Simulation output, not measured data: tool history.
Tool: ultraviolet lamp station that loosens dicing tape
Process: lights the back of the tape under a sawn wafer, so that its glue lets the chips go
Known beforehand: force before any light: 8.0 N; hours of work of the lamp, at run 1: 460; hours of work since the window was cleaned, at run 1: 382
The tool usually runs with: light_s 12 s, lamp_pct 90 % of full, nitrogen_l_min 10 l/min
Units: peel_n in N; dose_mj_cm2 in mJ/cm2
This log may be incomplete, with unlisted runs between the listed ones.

run    hour  light_s  lamp_pct  nitrogen_l_min  hours of work of the lamp  hours of work since the window was cleaned  peel_n  dose_mj_cm2
  1       0       12        90              10                        460                                         382   0.847          311
  2    40.1       12        90              10                        481                                         403   0.842          310
  3    64.5       12        90              10                        494                                         416   0.873          308
  4    91.3       12        90              10                        508                                         430     0.9          306
  5   126.3        7        90              10                        526                                         448   2.174          177
  6   170.6       12        90               4                        549                                         471   1.405          297
  7     203       12        90               4                        566                                         488   1.448          294
      206.7  -- window cleaned of glue's vapour
  8   235.2       12        90               9                        582                                          15   1.076          287
  9   264.6       12        90              10                        597                                          30   1.029          284
 10     295       12        68              10                        613                                          46   1.619          212
      302.2  -- window cleaned of glue's vapour, once more
 11   326.5       12        68               5                        629                                          13    1.72          253
 12   356.4       12        68               5                        645                                          28   1.769          243
 13   375.7       12        68               5                        655                                          38   1.715          240
 14   408.4       12        90              10                        672                                          55   0.813          322
 15   453.3       12        90              10                        695                                          78    0.84          314
 16   473.5       12        90              10                        706                                          89   0.845          320
 17   510.4       12        90              10                        725                                         108   0.859          308
 18   536.4       12        90              10                        738                                         122   0.892          309
 19   566.9       12        90              10                        754                                         137   0.875          306
 20   590.4       12        90               5                        766                                         150    1.28          309
 21   633.7       10        90              10                        789                                         172   1.268          249
 22   669.2       12        90              10                        807                                         191   0.961          298
 23     707       18        90              10                        827                                         210   0.459          437
 24   725.6       21        63               3                        837                                         220   1.299          356
 25   770.6       12        90              17                        860                                         243   0.822          288
 26   810.2       23        87               7                        880                                         264    0.42          521
 27   829.4        8        70               5                        890                                         274   3.205          145
 28   858.9       15        90              10                        906                                         289    0.71          350
 29   881.9       15        90              10                        918                                         301    0.72          350
 30   904.6       11        93              10                        929                                         313   1.144          260
 31   930.2       11        93              10                        943                                         326   1.234          258
 32   954.9       11        93              10                        956                                         339   1.239          254
 33   998.5       10        65              10                        978                                         361   2.348          160
 34  1023.7       24        65               7                        991                                         375   0.734          379
 35  1057.1       12        64              12                       1009                                         392   1.883          185
 36  1086.4       12        63              10                       1024                                         407   2.091          181
 37  1129.4       12        78              10                       1046                                         429   1.538          220
 38  1170.7       12        78              10                       1068                                         451   1.552          219
 39  1204.7        9        78              14                       1085                                         469   2.082          161
 40    1226        9        78              14                       1096                                         480   2.142          161
     1243.7  -- window cleaned of glue's vapour
 41  1255.7        9        78              14                       1112                                           6   1.858          176
 42  1294.5        9        78              14                       1132                                          26   1.875          178
 43  1336.8        9        78              14                       1154                                          48    1.94          172
 44  1366.6        9        78              14                       1169                                          64    1.96          176

Consider 3 possible next runs. They are alternatives, not a sequence: every one starts from the tool as it was left by run 44. What does each give?
  A  1405.7        9        78               4                       1189                                          84       ?            ?
  B  1405.7        9        70               8                       1189                                          84       ?            ?
  C  1405.7       10        76              14                       1189                                          84       ?            ?

run  peel_n  dose_mj_cm2
  A   2.992          171
  B   2.487          155
  C   1.794          183
What these runs would have given with no unlogged condition in the tool:
run  peel_n  dose_mj_cm2
  A   1.787          264
  B   1.417          240
  C   0.877          284

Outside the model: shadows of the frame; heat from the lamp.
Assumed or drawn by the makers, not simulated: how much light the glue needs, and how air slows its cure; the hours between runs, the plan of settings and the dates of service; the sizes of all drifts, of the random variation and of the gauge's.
